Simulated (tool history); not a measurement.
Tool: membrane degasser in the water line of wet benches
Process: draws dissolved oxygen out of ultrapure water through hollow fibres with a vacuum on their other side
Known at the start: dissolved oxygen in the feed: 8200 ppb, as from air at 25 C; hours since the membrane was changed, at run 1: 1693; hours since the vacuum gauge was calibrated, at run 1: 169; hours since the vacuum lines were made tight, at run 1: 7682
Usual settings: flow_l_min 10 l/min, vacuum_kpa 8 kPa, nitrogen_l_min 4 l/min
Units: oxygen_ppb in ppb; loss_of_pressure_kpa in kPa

run	hour	flow_l_min	vacuum_kpa	nitrogen_l_min	hours since the membrane was changed	hours since the vacuum gauge was calibrated	hours since the vacuum lines were made tight	oxygen_ppb	loss_of_pressure_kpa
1	0	10	8	4	1693	169	7682	42.9	59.25
2	94.4	10	8	4	1787	264	7777	43.4	59.55
3	151.7	10	8	9.19	1845	321	7834	25.8	59.24
4	220.1	10	8	9.19	1913	389	7902	26.3	59.54
5	310.9	10	18.11	4	2004	480	7993	107.9	59.18
6	406.7	10	18.11	4	2100	576	8089	108.5	59.13
7	493.3	10	7.13	4	2186	663	8176	37.7	59.34
8	574.5	10	7.13	4	2267	744	8257	37.4	59.49
9	653.3	10	10.94	4	2346	823	8335	61.4	59.61
10	724.6	10	8	7.67	2418	894	8407	28.6	59.68
# hour 765.1: seals of the vacuum lines changed
11	784	10	8.32	4	2475	951	19	44.1	59.44
12	853.3	10	8.32	4	2544	1021	88	44.7	59.2
13	893.9	10	8	4	2585	1061	129	42.6	59.58
# hour 901.8: vacuum gauge calibrated
14	961.8	10	8	4	2652	60	196	42.9	59.35
15	1042.8	10	8	4	2733	141	277	43.9	59.86
# hour 1135.7: vacuum gauge calibrated, once more
16	1140.3	7	15.45	2.42	2830	5	374	90.3	41.44
17	1188.5	7	14.08	2.94	2878	53	422	65.6	41.79
18	1235.7	7	14.08	2.94	2926	100	470	65.1	41.65
19	1312.7	7	5.12	4.26	3003	177	547	9.1	41.82
20	1352.9	10	5.07	4	3043	217	587	24.8	59.47
21	1443.3	10	5.07	4	3133	308	677	24.3	59.86
22	1529.2	10	8	3.81	3219	393	763	43.3	59.5
23	1602.4	10	8	3.81	3292	467	836	45.3	59.8
24	1648.7	10	12.52	5.58	3339	513	883	55.4	59.71
25	1737.3	11	8	2.21	3427	602	971	80.2	66.05
26	1814.2	16	17.79	4	3504	679	1048	252.4	95.54
27	1874.6	16	17.79	6.8	3564	739	1108	205.7	95.68
28	1937.2	8	8	1.74	3627	802	1171	57.1	48.05
29	1987.7	8	8	1.74	3678	852	1222	57.2	47.7
30	2044.3	9	8	9.6	3734	909	1278	18.4	54.28

How the hidden state differs across the entries between the runs, from the last listed run before each to the first after it:
Between runs 10 and 11: seals of the vacuum lines changed (hour 765.1)
  air that leaks in behind the membrane, l/min: 0.0108 -> 0.0023
  measured less the result without the state, oxygen_ppb: +1.3 -> +1.1 ppb; loss_of_pressure_kpa: +0.58 -> +0.6 kPa
Between runs 13 and 14: vacuum gauge calibrated (hour 901.8)
  true pressure behind the membrane over the reading, kPa: 0.04 -> 0.06; air that leaks in behind the membrane, l/min: 0.0024 -> 0.0025
  measured less the result without the state, oxygen_ppb: +1.1 -> +1.3 ppb; loss_of_pressure_kpa: +0.63 -> +0.64 kPa
Between runs 15 and 16: vacuum gauge calibrated, once more (hour 1135.7)
  membrane still open, %: 98.9 -> 98.8; true pressure behind the membrane over the reading, kPa: 0.07 -> -0.01; air that leaks in behind the membrane, l/min: 0.0026 -> 0.0027
  measured less the result without the state, oxygen_ppb: +1.4 -> +0.4 ppb; loss_of_pressure_kpa: +0.67 -> +0.48 kPa
